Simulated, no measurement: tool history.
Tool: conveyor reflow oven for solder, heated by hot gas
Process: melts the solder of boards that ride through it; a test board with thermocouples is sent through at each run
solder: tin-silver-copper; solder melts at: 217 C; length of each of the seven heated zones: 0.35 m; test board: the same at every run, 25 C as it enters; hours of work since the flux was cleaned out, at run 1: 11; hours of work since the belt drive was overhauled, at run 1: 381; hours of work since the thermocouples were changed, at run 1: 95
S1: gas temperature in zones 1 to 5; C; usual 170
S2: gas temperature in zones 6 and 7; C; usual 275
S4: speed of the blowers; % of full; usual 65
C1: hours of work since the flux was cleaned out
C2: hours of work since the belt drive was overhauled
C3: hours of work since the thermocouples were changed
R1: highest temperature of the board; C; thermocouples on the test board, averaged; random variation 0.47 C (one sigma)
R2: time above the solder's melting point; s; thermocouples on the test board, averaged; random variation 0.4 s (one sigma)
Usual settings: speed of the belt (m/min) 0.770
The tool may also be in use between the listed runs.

Run 1, hour 0.0: usual settings; C1 11; C2 381; C3 95. Result: R1 252.2 C, R2 38.8 s.
Run 2, hour 6.5: usual settings; C1 15; C2 385; C3 99. Result: R1 252.5 C, R2 39.5 s.
Run 3, hour 21.0: usual settings but S2 274 C; C1 25; C2 394; C3 108. Result: R1 251.5 C, R2 39.1 s.
Run 4, hour 29.8: usual settings but S2 276 C; C1 30; C2 400; C3 114. Result: R1 253.6 C, R2 40.1 s.
Run 5, hour 42.1: usual settings but S2 283 C; C1 38; C2 408; C3 122. Result: R1 259.2 C, R2 42.5 s.
Run 6, hour 48.8: usual settings; C1 42; C2 412; C3 126. Result: R1 251.6 C, R2 39.0 s.
Run 7, hour 62.7: usual settings; C1 51; C2 421; C3 135. Result: R1 253.2 C, R2 39.6 s.
Run 8, hour 72.6: usual settings; C1 58; C2 427; C3 141. Result: R1 252.2 C, R2 39.4 s.
Run 9, hour 82.9: usual settings but speed of the belt (m/min) 0.772; C1 64; C2 434; C3 148. Result: R1 251.9 C, R2 39.1 s.
Run 10, hour 91.3: usual settings but speed of the belt (m/min) 0.772; C1 70; C2 440; C3 153. Result: R1 252.2 C, R2 39.7 s.
Run 11, hour 101.8: usual settings; C1 77; C2 446; C3 160. Result: R1 252.3 C, R2 39.6 s.
Run 12, hour 116.0: usual settings; C1 86; C2 455; C3 169. Result: R1 252.2 C, R2 39.1 s.
Run 13, hour 123.3: usual settings; C1 90; C2 460; C3 174. Result: R1 252.7 C, R2 39.5 s.
Run 14, hour 133.2: usual settings but S2 282 C; C1 97; C2 466; C3 180. Result: R1 258.4 C, R2 42.5 s.
Run 15, hour 140.5: usual settings but S2 282 C, S4 53 % of full; C1 101; C2 471; C3 185. Result: R1 254.8 C, R2 40.7 s.
Run 16, hour 152.3: usual settings but S1 174 C, S2 282 C, S4 53 % of full; C1 109; C2 479; C3 193. Result: R1 256.3 C, R2 41.2 s.
Run 17, hour 160.8: usual settings but S1 174 C, S2 282 C, S4 53 % of full; C1 115; C2 484; C3 198. Result: R1 255.8 C, R2 41.4 s.
Run 18, hour 172.1: usual settings but S1 167 C, S2 277 C, speed of the belt (m/min) 0.820; C1 122; C2 491; C3 205. Result: R1 250.7 C, R2 35.1 s.
Run 19, hour 186.2: usual settings but S1 167 C, S2 277 C, speed of the belt (m/min) 0.820; C1 131; C2 501; C3 215. Result: R1 250.8 C, R2 35.0 s.
Run 20, hour 192.3: usual settings but S1 167 C, S2 277 C, speed of the belt (m/min) 0.820, S4 52 % of full; C1 135; C2 504; C3 218. Result: R1 247.1 C, R2 32.0 s.
Run 21, hour 204.7: usual settings but S1 161 C, S2 276 C, speed of the belt (m/min) 0.792, S4 86 % of full; C1 143; C2 512; C3 226. Result: R1 255.0 C, R2 38.3 s.
Run 22, hour 213.2: usual settings but S1 163 C, S2 276 C, speed of the belt (m/min) 0.792, S4 78 % of full; C1 148; C2 518; C3 232. Result: R1 254.2 C, R2 37.2 s.
Run 23, hour 223.5: usual settings but S2 284 C, S4 70 % of full; C1 155; C2 525; C3 238. Result: R1 259.9 C, R2 44.5 s.
Run 24, hour 231.5: usual settings but S1 176 C, S2 278 C, speed of the belt (m/min) 0.826, S4 79 % of full; C1 160; C2 530; C3 244. Result: R1 256.4 C, R2 39.7 s.
Run 25, hour 239.4: usual settings but speed of the belt (m/min) 0.713, S4 60 % of full; C1 165; C2 535; C3 249. Result: R1 254.5 C, R2 43.1 s.
Run 26, hour 248.2: usual settings but S1 184 C, S2 265 C, speed of the belt (m/min) 0.912, S4 67 % of full; C1 171; C2 540; C3 254. Result: R1 241.1 C, R2 29.0 s.
Run 27, hour 261.5: usual settings but S1 177 C, S2 267 C, speed of the belt (m/min) 0.896, S4 67 % of full; C1 179; C2 549; C3 263. Result: R1 241.9 C, R2 29.0 s.
Run 28, hour 270.1: usual settings but S1 177 C, S2 266 C, speed of the belt (m/min) 0.684, S4 67 % of full; C1 185; C2 555; C3 268. Result: R1 251.0 C, R2 46.2 s.
Run 29, hour 277.2: usual settings but S1 177 C, S2 266 C, speed of the belt (m/min) 0.684, S4 67 % of full; C1 189; C2 559; C3 273. Result: R1 250.1 C, R2 46.9 s.

Forecast each of these 5 alternatives for the next run:
Run A, hour 287.9: usual settings but speed of the belt (m/min) 0.887; C1 196; C2 566; C3 280. Result: R1 ?, R2 ?.
Run B, hour 287.9: usual settings but S1 178 C, speed of the belt (m/min) 0.686, S4 53 % of full; C1 196; C2 566; C3 280. Result: R1 ?, R2 ?.
Run C, hour 287.9: usual settings but S1 175 C, speed of the belt (m/min) 0.721, S4 83 % of full; C1 196; C2 566; C3 280. Result: R1 ?, R2 ?.
Run D, hour 287.9: usual settings but speed of the belt (m/min) 0.818; C1 196; C2 566; C3 280. Result: R1 ?, R2 ?.
Run E, hour 287.9: usual settings but S1 177 C, S2 266 C, speed of the belt (m/min) 0.661, S4 67 % of full; C1 196; C2 566; C3 280. Result: R1 ?, R2 ?.

run     R1    R2
  A  246.7  29.8
  B  254.8  49.2
  C  259.5  47.5
  D  250.1  35.2
  E  252.1  49.5
Without the tool's hidden state the same runs would have given:
run     R1    R2
  A  246.5  29.4
  B  254.3  48.3
  C  259.2  46.7
  D  249.8  34.7
  E  251.7  48.7

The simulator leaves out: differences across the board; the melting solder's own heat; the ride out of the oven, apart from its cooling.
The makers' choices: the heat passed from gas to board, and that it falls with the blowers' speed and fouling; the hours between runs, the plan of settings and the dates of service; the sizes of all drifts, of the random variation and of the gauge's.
